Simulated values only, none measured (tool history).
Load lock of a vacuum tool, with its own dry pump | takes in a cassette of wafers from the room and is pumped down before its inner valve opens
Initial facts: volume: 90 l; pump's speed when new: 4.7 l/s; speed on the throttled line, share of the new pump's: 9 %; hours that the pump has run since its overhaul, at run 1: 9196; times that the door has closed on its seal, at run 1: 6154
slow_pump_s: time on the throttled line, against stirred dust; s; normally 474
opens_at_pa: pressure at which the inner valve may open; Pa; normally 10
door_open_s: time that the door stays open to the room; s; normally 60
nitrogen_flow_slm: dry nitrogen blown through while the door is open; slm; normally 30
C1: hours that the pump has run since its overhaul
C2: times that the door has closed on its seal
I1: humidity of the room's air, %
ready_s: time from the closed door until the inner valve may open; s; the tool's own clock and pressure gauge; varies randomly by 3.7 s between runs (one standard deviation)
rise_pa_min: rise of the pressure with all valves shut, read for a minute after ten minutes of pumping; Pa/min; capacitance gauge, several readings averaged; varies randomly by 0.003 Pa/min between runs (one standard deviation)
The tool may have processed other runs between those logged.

run 1 hour=0 | slow_pump_s=474 opens_at_pa=10 door_open_s=60 nitrogen_flow_slm=30 | C1=9196 C2=6154 | I1=45.4 | ready_s=639.9 rise_pa_min=0.059
run 2 hour=207.6 | slow_pump_s=474 opens_at_pa=10 door_open_s=60 nitrogen_flow_slm=30 | C1=9403 C2=7015 | I1=45.5 | ready_s=639.9 rise_pa_min=0.059
run 3 hour=480.2 | slow_pump_s=474 opens_at_pa=14 door_open_s=60 nitrogen_flow_slm=30 | C1=9676 C2=8145 | I1=47.8 | ready_s=632.3 rise_pa_min=0.071
run 4 hour=715 | slow_pump_s=474 opens_at_pa=10 door_open_s=60 nitrogen_flow_slm=30 | C1=9911 C2=9119 | I1=44.9 | ready_s=643.7 rise_pa_min=0.081
run 5 hour=986.5 | slow_pump_s=474 opens_at_pa=10 door_open_s=60 nitrogen_flow_slm=30 | C1=10182 C2=10244 | I1=44.1 | ready_s=636.8 rise_pa_min=0.086
run 6 hour=1126.4 | slow_pump_s=474 opens_at_pa=10 door_open_s=60 nitrogen_flow_slm=30 | C1=10322 C2=10824 | I1=46.7 | ready_s=649 rise_pa_min=0.099
run 7 hour=1302.2 | slow_pump_s=474 opens_at_pa=10 door_open_s=60 nitrogen_flow_slm=30 | C1=10498 C2=11553 | I1=47.9 | ready_s=641.3 rise_pa_min=0.1
run 8 hour=1593.6 | slow_pump_s=474 opens_at_pa=10 door_open_s=60 nitrogen_flow_slm=30 | C1=10789 C2=12762 | I1=43.8 | ready_s=645.9 rise_pa_min=0.112
run 9 hour=1884.5 | slow_pump_s=474 opens_at_pa=10 door_open_s=60 nitrogen_flow_slm=30 | C1=11080 C2=13968 | I1=45.5 | ready_s=645.9 rise_pa_min=0.13
run 10 hour=2096 | slow_pump_s=474 opens_at_pa=10 door_open_s=60 nitrogen_flow_slm=30 | C1=11292 C2=14845 | I1=44.7 | ready_s=650.5 rise_pa_min=0.143
run 11 hour=2246.2 | slow_pump_s=474 opens_at_pa=10 door_open_s=74 nitrogen_flow_slm=30 | C1=11442 C2=15468 | I1=43.4 | ready_s=644.8 rise_pa_min=0.154
run 12 hour=2479.7 | slow_pump_s=474 opens_at_pa=10 door_open_s=74 nitrogen_flow_slm=30 | C1=11675 C2=16436 | I1=43.3 | ready_s=648.4 rise_pa_min=0.169
run 13 hour=2638.6 | slow_pump_s=474 opens_at_pa=10 door_open_s=74 nitrogen_flow_slm=30 | C1=11834 C2=17094 | I1=44.7 | ready_s=653.6 rise_pa_min=0.175
run 14 hour=2881.2 | slow_pump_s=474 opens_at_pa=10 door_open_s=74 nitrogen_flow_slm=30 | C1=12077 C2=18100 | I1=44.6 | ready_s=653.7 rise_pa_min=0.181
run 15 hour=3087.2 | slow_pump_s=474 opens_at_pa=10 door_open_s=60 nitrogen_flow_slm=30 | C1=12283 C2=18955 | I1=44.4 | ready_s=650.1 rise_pa_min=0.202
run 16 hour=3309.3 | slow_pump_s=474 opens_at_pa=10 door_open_s=60 nitrogen_flow_slm=30 | C1=12505 C2=19876 | I1=47.7 | ready_s=658.5 rise_pa_min=0.213
run 17 hour=3458.2 | slow_pump_s=474 opens_at_pa=10 door_open_s=60 nitrogen_flow_slm=30 | C1=12654 C2=20493 | I1=47.6 | ready_s=657.1 rise_pa_min=0.221
run 18 hour=3753 | slow_pump_s=474 opens_at_pa=10 door_open_s=60 nitrogen_flow_slm=30 | C1=12949 C2=21715 | I1=41.3 | ready_s=652.4 rise_pa_min=0.238
run 19 hour=4005.4 | slow_pump_s=474 opens_at_pa=10 door_open_s=60 nitrogen_flow_slm=30 | C1=13201 C2=22762 | I1=41.4 | ready_s=662.2 rise_pa_min=0.266
-- hour=4126 door's seal changed, seat wiped
run 20 hour=4225 | slow_pump_s=474 opens_at_pa=10 door_open_s=212 nitrogen_flow_slm=5 | C1=13419 C2=411 | I1=45.9 | ready_s=658.7 rise_pa_min=0.057
run 21 hour=4434.7 | slow_pump_s=474 opens_at_pa=16 door_open_s=212 nitrogen_flow_slm=5 | C1=13629 C2=1281 | I1=45.2 | ready_s=649.3 rise_pa_min=0.061
-- hour=4482.7 dry pump taken out, an overhauled one fitted
run 22 hour=4616.4 | slow_pump_s=474 opens_at_pa=16 door_open_s=212 nitrogen_flow_slm=5 | C1=134 C2=2009 | I1=41.9 | ready_s=602.1 rise_pa_min=0.059
run 23 hour=4758.8 | slow_pump_s=474 opens_at_pa=16 door_open_s=27 nitrogen_flow_slm=6 | C1=276 C2=2599 | I1=49.1 | ready_s=604.1 rise_pa_min=0.039
run 24 hour=4936.8 | slow_pump_s=474 opens_at_pa=14 door_open_s=96 nitrogen_flow_slm=30 | C1=454 C2=3337 | I1=44.9 | ready_s=603.2 rise_pa_min=0.037
run 25 hour=5118.3 | slow_pump_s=812 opens_at_pa=14 door_open_s=27 nitrogen_flow_slm=30 | C1=636 C2=4090 | I1=43.9 | ready_s=919.1 rise_pa_min=0.031
run 26 hour=5375.6 | slow_pump_s=682 opens_at_pa=10 door_open_s=72 nitrogen_flow_slm=9 | C1=893 C2=5157 | I1=46.2 | ready_s=797.5 rise_pa_min=0.061
run 27 hour=5561.8 | slow_pump_s=682 opens_at_pa=10 door_open_s=72 nitrogen_flow_slm=9 | C1=1079 C2=5929 | I1=43 | ready_s=802.8 rise_pa_min=0.067
run 28 hour=5848.5 | slow_pump_s=682 opens_at_pa=10 door_open_s=72 nitrogen_flow_slm=9 | C1=1366 C2=7117 | I1=43.8 | ready_s=807 rise_pa_min=0.076
run 29 hour=5999 | slow_pump_s=474 opens_at_pa=10 door_open_s=60 nitrogen_flow_slm=19 | C1=1516 C2=7742 | I1=43 | ready_s=613.4 rise_pa_min=0.068
run 30 hour=6176 | slow_pump_s=474 opens_at_pa=10 door_open_s=60 nitrogen_flow_slm=19 | C1=1693 C2=8475 | I1=41.3 | ready_s=617.7 rise_pa_min=0.073
run 31 hour=6339 | slow_pump_s=474 opens_at_pa=10 door_open_s=60 nitrogen_flow_slm=19 | C1=1856 C2=9151 | I1=45.6 | ready_s=617.1 rise_pa_min=0.081
run 32 hour=6542.6 | slow_pump_s=731 opens_at_pa=13 door_open_s=56 nitrogen_flow_slm=40 | C1=2060 C2=9996 | I1=45.2 | ready_s=833.8 rise_pa_min=0.081

Alternative continuations, all from the tool just after run 32; predict every row:
run A hour=6835 | slow_pump_s=474 opens_at_pa=10 door_open_s=63 nitrogen_flow_slm=30 | C1=2352 C2=11208 | I1=46.4 | ready_s=? rise_pa_min=?
run B hour=6835 | slow_pump_s=474 opens_at_pa=20 door_open_s=49 nitrogen_flow_slm=28 | C1=2352 C2=11208 | I1=39.9 | ready_s=? rise_pa_min=?
run C hour=6835 | slow_pump_s=518 opens_at_pa=10 door_open_s=60 nitrogen_flow_slm=30 | C1=2352 C2=11208 | I1=42.6 | ready_s=? rise_pa_min=?
run D hour=6835 | slow_pump_s=867 opens_at_pa=10 door_open_s=60 nitrogen_flow_slm=5 | C1=2352 C2=11208 | I1=46 | ready_s=? rise_pa_min=?
run E hour=6835 | slow_pump_s=707 opens_at_pa=12 door_open_s=60 nitrogen_flow_slm=30 | C1=2352 C2=11208 | I1=44.6 | ready_s=? rise_pa_min=?

run=A ready_s=615.2 rise_pa_min=0.101
run=B ready_s=602.7 rise_pa_min=0.095
run=C ready_s=653.8 rise_pa_min=0.099
run=D ready_s=978.4 rise_pa_min=0.115
run=E ready_s=823.8 rise_pa_min=0.101
Without the tool's unlogged condition, the same runs would have read:
run=A ready_s=609.7 rise_pa_min=0.018
run=B ready_s=597.3 rise_pa_min=0.014
run=C ready_s=648.5 rise_pa_min=0.016
run=D ready_s=974.2 rise_pa_min=0.033
run=E ready_s=819.2 rise_pa_min=0.02
